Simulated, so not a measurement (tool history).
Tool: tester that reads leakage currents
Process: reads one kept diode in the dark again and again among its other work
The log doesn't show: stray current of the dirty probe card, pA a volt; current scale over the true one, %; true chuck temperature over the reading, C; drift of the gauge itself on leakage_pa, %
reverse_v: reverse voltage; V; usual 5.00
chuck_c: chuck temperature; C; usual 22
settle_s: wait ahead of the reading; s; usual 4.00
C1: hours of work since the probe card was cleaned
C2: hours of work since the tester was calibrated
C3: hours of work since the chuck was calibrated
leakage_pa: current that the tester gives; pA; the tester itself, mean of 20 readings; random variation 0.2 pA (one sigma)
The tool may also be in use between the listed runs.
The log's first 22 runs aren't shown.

At hour 2440.8: probe card cleaned and baked.
Run 23, hour 2530.2: usual settings but reverse_v 9.96 V, chuck_c 30 C, settle_s 0.98 s; C1 50; C2 491; C3 453. Result: leakage_pa 198.16 pA.
Run 24, hour 2646.4: usual settings but reverse_v 9.96 V, chuck_c 30 C, settle_s 0.98 s; C1 115; C2 556; C3 519. Result: leakage_pa 198.62 pA.
Run 25, hour 2776.2: usual settings but reverse_v 9.96 V, chuck_c 30 C, settle_s 0.98 s; C1 188; C2 629; C3 592. Result: leakage_pa 199.50 pA.
Run 26, hour 2886.8: usual settings but reverse_v 9.96 V, chuck_c 30 C, settle_s 0.52 s; C1 250; C2 691; C3 654. Result: leakage_pa 203.78 pA.
Run 27, hour 3013.3: usual settings but reverse_v 2.14 V, chuck_c 37 C, settle_s 1.05 s; C1 322; C2 762; C3 725. Result: leakage_pa 166.29 pA.
Run 28, hour 3180.3: usual settings but reverse_v 2.14 V, chuck_c 37 C, settle_s 1.05 s; C1 415; C2 856; C3 819. Result: leakage_pa 168.80 pA.
Run 29, hour 3297.5: usual settings but reverse_v 2.14 V, chuck_c 37 C, settle_s 1.05 s; C1 481; C2 922; C3 884. Result: leakage_pa 168.69 pA.
Run 30, hour 3434.4: usual settings but reverse_v 7.74 V, chuck_c 21 C, settle_s 1.64 s; C1 558; C2 999; C3 961. Result: leakage_pa 81.50 pA.

Run 31 comes next. What will it give?
Run 31, hour 3550.4: usual settings but reverse_v 8.84 V, chuck_c 49 C, settle_s 0.51 s; C1 623; C2 1064; C3 1026. Result: leakage_pa ?.

Run 31 gave leakage_pa 952.06 pA.
Without the tool's hidden state the same run would have given leakage_pa 898.35 pA.

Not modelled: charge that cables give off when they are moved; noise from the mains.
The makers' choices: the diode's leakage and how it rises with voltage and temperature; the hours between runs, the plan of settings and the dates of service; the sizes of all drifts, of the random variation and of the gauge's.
